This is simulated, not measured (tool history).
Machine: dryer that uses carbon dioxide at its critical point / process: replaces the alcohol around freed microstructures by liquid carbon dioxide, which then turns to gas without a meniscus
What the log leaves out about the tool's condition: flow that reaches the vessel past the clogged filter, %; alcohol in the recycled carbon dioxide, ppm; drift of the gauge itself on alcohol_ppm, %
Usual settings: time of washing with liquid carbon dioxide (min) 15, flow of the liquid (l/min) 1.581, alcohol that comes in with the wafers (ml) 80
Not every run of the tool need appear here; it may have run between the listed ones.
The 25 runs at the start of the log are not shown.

run    hour  time of washing with liquid carbon dioxide (min)  flow of the liquid (l/min)  alcohol that comes in with the wafers (ml)  hours of work since the filter was changed  hours of work since the purifier's bed was changed  alcohol left in the vessel before it's heated (ppm by volume)
 26   532.6                                                14                       1.620                                          35                                         215                                                 868                                                            254
 27   555.6                                                14                       1.560                                          36                                         228                                                 880                                                            273
 28   575.8                                                14                       1.560                                          36                                         239                                                 891                                                            298
 29   591.3                                                14                       1.560                                          70                                         247                                                 900                                                            489
 30   621.7                                                15                       1.581                                          76                                         264                                                 916                                                            406
 31   649.6                                                18                       1.581                                          21                                         279                                                 931                                                            112
 32   665.6                                                15                       1.581                                          79                                         287                                                 940                                                            425
 33   693.9                                                15                       1.820                                          80                                         303                                                 955                                                            266
 34   725.0                                                16                       1.581                                         102                                         320                                                 972                                                            443
 35   746.9                                                16                       1.581                                         102                                         332                                                 984                                                            449
      778.2  -- purifier's bed changed
 36   778.2                                                16                       1.840                                          70                                         347                                                   0                                                            133
 37   795.5                                                12                       1.790                                          44                                         356                                                   9                                                            311
 38   819.0                                                12                       1.790                                          44                                         369                                                  22                                                            322
 39   833.2                                                15                       1.500                                          27                                         377                                                  30                                                            175
 40   859.2                                                15                       1.500                                          27                                         391                                                  44                                                            177
 41   889.6                                                15                       1.581                                          41                                         407                                                  60                                                            223
 42   915.9                                                15                       2.020                                          22                                         422                                                  75                                                             49
 43   935.8                                                15                       1.581                                          65                                         432                                                  85                                                            364
 44   959.6                                                18                       1.340                                         109                                         445                                                  98                                                            597
 45   983.5                                                15                       0.950                                          80                                         458                                                 111                                                           2209
 46  1006.9                                                15                       0.950                                          80                                         471                                                 124                                                           2244
 47  1022.8                                                15                       1.260                                          80                                         480                                                 133                                                           1073

Below are 4 alternative next runs, each starting from the tool's condition after run 47. Predict each:
  A  1044.4                                                15                       1.581                                          43                                         491                                                 144                                                              ?
  B  1044.4                                                15                       0.970                                          22                                         491                                                 144                                                              ?
  C  1044.4                                                15                       1.340                                          80                                         491                                                 144                                                              ?
  D  1044.4                                                10                       1.440                                          98                                         491                                                 144                                                              ?

run  alcohol left in the vessel before it's heated (ppm by volume)
  A                                                            274
  B                                                            599
  C                                                            843
  D                                                           2626
Stripped of hidden state, with their random variation kept, the same runs would have yielded:
run  alcohol left in the vessel before it's heated (ppm by volume)
  A                                                            144
  B                                                            402
  C                                                            484
  D                                                           1774

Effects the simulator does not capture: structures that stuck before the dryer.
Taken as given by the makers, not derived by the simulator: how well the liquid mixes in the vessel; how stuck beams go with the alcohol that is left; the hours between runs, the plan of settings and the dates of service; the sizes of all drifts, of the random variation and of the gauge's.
